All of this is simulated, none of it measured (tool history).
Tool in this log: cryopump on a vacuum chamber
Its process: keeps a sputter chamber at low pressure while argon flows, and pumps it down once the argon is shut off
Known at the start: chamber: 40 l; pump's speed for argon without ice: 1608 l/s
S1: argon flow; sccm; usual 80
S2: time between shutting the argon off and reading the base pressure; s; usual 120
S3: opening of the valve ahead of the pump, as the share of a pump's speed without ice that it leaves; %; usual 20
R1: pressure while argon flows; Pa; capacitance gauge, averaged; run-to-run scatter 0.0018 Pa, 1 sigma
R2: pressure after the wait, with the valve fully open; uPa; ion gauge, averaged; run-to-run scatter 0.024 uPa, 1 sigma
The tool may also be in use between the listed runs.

run    hour   S1   S2  S3      R1    R2
  1       0   80  120  20  0.4232  1.19
  2    79.4   80  120  20  0.4285  1.24
  3     144   80  120  20  0.4293  1.24
  4   255.4   80  120  20  0.4314  1.35
  5   342.4   80  120  20  0.4341  1.32
  6   419.2   80   31  20  0.4348   3.5
  7   507.4   80   31  20  0.4344  3.52
  8   581.9   80   31  20  0.4376  3.69
  9   640.6   80  120  20  0.4399   1.5
 10   733.6   80  120  16  0.5421  1.58
 11   828.1   80  120  20  0.4439  1.57
 12   925.9   80  120  20  0.4444  1.68
 13    1017   80  120  47  0.2054  1.72
 14  1131.1   80  120  47  0.2058  1.78
 15  1208.6   80  120  47   0.209  1.88
 16  1257.8   80  120  47  0.2092  1.96
 17  1366.2   67   25  20    0.38   4.8
 18  1437.5   80   48  20  0.4531  3.05
 19    1535  154  240  20   0.883  1.69
     1607.9  -- pump warmed up, emptied and cooled again
 20  1645.3   80   37  42  0.2044  3.44
 21  1734.1   80   37  42  0.2045  3.61
 22  1807.9   33   76  19  0.1857  2.33
 23  1861.5   33   76  19  0.1836   2.3
 24  1939.4   99   30  20  0.5335   4.1
 25  1995.4   33  120  20  0.1776     2
 26  2085.2   33  120  20  0.1782  2.02
 27    2170   56  142  37  0.1672  1.97

For each run, the measured value with the value that run would have given without the tool's hidden condition subtracted. The run-to-run variation is shared by both, the gauge scatter possibly not:
Hidden conditions of the tool in this case: pump's speed, % of a pump's without ice; cold plate's temperature, K; leak into the chamber, uPa l/s; drift of the gauge itself on working_pa, %; drift of the gauge itself on base_upa, %.
run       R1     R2
  1  +0.0073  +0.25
  2  +0.0085  +0.29
  3  +0.0094  +0.32
  4  +0.0112  +0.38
  5  +0.0126   +0.4
  6  +0.0139  +0.45
  7  +0.0156  +0.49
  8  +0.0169  +0.56
  9   +0.018  +0.57
 10  +0.0198  +0.63
 11  +0.0218  +0.67
 12  +0.0238  +0.73
 13  +0.0258   +0.8
 14  +0.0283  +0.87
 15  +0.0302  +0.94
 16  +0.0314  +0.99
 17  +0.0284  +1.05
 18  +0.0354  +1.09
 19  +0.0736  +1.17
 20  +0.0041  +0.85
 21  +0.0054  +0.93
 22  +0.0027  +0.93
 23   +0.003  +0.94
 24  +0.0107  +1.01
 25  +0.0039  +1.06
 26  +0.0044   +1.1
 27  +0.0086  +1.17

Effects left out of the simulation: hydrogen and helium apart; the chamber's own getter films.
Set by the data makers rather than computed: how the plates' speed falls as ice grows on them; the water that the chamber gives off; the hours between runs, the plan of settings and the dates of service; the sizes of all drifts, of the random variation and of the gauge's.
